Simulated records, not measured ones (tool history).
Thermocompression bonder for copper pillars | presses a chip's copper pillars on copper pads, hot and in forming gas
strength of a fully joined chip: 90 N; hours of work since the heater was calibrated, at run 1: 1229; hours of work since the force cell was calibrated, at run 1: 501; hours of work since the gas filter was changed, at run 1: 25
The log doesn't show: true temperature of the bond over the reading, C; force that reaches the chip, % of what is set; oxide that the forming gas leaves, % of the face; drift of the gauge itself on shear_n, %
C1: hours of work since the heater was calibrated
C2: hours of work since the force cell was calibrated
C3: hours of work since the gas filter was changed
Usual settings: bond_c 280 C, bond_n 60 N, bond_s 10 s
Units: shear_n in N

run 1 hour=0 | bond_c=280 bond_n=60 bond_s=10 | C1=1229 C2=501 C3=25 | shear_n=52.8
run 2 hour=77.3 | bond_c=280 bond_n=73 bond_s=10 | C1=1284 C2=556 C3=79 | shear_n=54.3
-- hour=160 forming gas filter changed
run 3 hour=160 | bond_c=280 bond_n=73 bond_s=10 | C1=1341 C2=613 C3=0 | shear_n=57.1
run 4 hour=229.6 | bond_c=280 bond_n=73 bond_s=10 | C1=1390 C2=662 C3=49 | shear_n=55.6
run 5 hour=269.1 | bond_c=280 bond_n=73 bond_s=10 | C1=1418 C2=690 C3=77 | shear_n=53.1
run 6 hour=333.4 | bond_c=257 bond_n=60 bond_s=10 | C1=1463 C2=735 C3=122 | shear_n=34
-- hour=361.1 forming gas filter changed
run 7 hour=384 | bond_c=257 bond_n=60 bond_s=10 | C1=1498 C2=770 C3=16 | shear_n=37.2
run 8 hour=428.4 | bond_c=257 bond_n=60 bond_s=10 | C1=1529 C2=801 C3=47 | shear_n=36.4
-- hour=470.6 force cell calibrated
run 9 hour=500.8 | bond_c=257 bond_n=60 bond_s=10 | C1=1579 C2=21 C3=97 | shear_n=35.2
run 10 hour=543.8 | bond_c=280 bond_n=60 bond_s=10 | C1=1609 C2=51 C3=127 | shear_n=48.3
-- hour=559.4 forming gas filter changed
run 11 hour=617.4 | bond_c=280 bond_n=60 bond_s=10 | C1=1660 C2=103 C3=41 | shear_n=51.1
run 12 hour=668.8 | bond_c=280 bond_n=79 bond_s=10 | C1=1696 C2=139 C3=77 | shear_n=55.6
run 13 hour=716.1 | bond_c=280 bond_n=79 bond_s=10 | C1=1730 C2=172 C3=110 | shear_n=53.1
-- hour=755.1 forming gas filter changed
run 14 hour=755.1 | bond_c=280 bond_n=79 bond_s=10 | C1=1757 C2=199 C3=0 | shear_n=58.7
run 15 hour=802 | bond_c=280 bond_n=60 bond_s=10 | C1=1790 C2=232 C3=33 | shear_n=50.7
-- hour=814.4 heater calibrated with a thermocouple chip
run 16 hour=885.8 | bond_c=308 bond_n=60 bond_s=10 | C1=50 C2=289 C3=90 | shear_n=66.5
run 17 hour=946 | bond_c=308 bond_n=60 bond_s=10 | C1=92 C2=331 C3=133 | shear_n=65.4
-- hour=954.2 forming gas filter changed
run 18 hour=991 | bond_c=280 bond_n=60 bond_s=10 | C1=124 C2=363 C3=26 | shear_n=51.7
run 19 hour=1057.9 | bond_c=280 bond_n=60 bond_s=10 | C1=170 C2=410 C3=73 | shear_n=51.3
run 20 hour=1094.2 | bond_c=280 bond_n=73 bond_s=10 | C1=196 C2=435 C3=98 | shear_n=53.7
-- hour=1148.9 forming gas filter changed
run 21 hour=1164.9 | bond_c=251 bond_n=52 bond_s=14 | C1=245 C2=484 C3=11 | shear_n=38.1
run 22 hour=1251.9 | bond_c=251 bond_n=72 bond_s=22 | C1=306 C2=545 C3=72 | shear_n=48.6
run 23 hour=1292.3 | bond_c=251 bond_n=72 bond_s=23 | C1=335 C2=574 C3=101 | shear_n=48.7
run 24 hour=1333.9 | bond_c=251 bond_n=75 bond_s=12 | C1=364 C2=603 C3=130 | shear_n=37.1
-- hour=1347.7 forming gas filter changed
run 25 hour=1411.9 | bond_c=251 bond_n=75 bond_s=12 | C1=418 C2=657 C3=45 | shear_n=40.5

The next listed run, before its measurement:
run 26 hour=1492.4 | bond_c=280 bond_n=72 bond_s=6 | C1=475 C2=714 C3=102 | shear_n=?

Run 26 gave shear_n 45.9 N.
Without the tool's hidden state the same run would have given shear_n 49.5 N.

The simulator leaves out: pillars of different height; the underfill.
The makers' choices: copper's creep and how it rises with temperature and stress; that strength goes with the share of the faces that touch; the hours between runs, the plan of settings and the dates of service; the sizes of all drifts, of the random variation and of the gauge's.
